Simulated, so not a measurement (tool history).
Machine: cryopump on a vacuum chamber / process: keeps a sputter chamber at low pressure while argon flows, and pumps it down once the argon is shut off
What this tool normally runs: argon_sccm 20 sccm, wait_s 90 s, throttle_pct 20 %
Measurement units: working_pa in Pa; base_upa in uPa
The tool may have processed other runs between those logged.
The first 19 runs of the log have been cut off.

run     day  argon_sccm  wait_s  throttle_pct  working_pa  base_upa
 20  56.854          13      90            20      0.0616      0.72
 21  61.017          11     250            20       0.053      0.67
 22  63.038          15      36            35      0.0427      1.13
 23  64.929          20      23            35      0.0561      1.37
 24  67.162          20      24            31      0.0629      1.34
 25  71.196          20      24            31      0.0638      1.42
 26    73.9          10      97            44      0.0223      0.89
 27  78.042          10      97            44       0.023      0.95
 28  82.488          10      97            44       0.023      0.96
 29  84.829          10      97            44       0.024      1.04
 30    89.1          10      97            44      0.0246      1.07
 31  93.433          20      28            37      0.0566      1.57
 32  96.504          20      21            46       0.048      1.79
 33  98.512          20      21            46      0.0479      1.88

Branching from run 33: 4 alternative next runs. What would each branch give?
  A  101.312          21      21            25           ?         ?
  B  101.312          29      90            20           ?         ?
  C  101.312          13      68            19           ?         ?
  D  101.312          20     143            21           ?         ?

run  working_pa  base_upa
  A      0.0861      1.88
  B      0.1456      1.31
  C      0.0687      1.32
  D      0.0954      1.15
Take away the tool's hidden state, keep each run's random variation, and the runs would have read:
run  working_pa  base_upa
  A      0.0784         1
  B       0.135      0.38
  C      0.0639      0.42
  D      0.0881      0.26

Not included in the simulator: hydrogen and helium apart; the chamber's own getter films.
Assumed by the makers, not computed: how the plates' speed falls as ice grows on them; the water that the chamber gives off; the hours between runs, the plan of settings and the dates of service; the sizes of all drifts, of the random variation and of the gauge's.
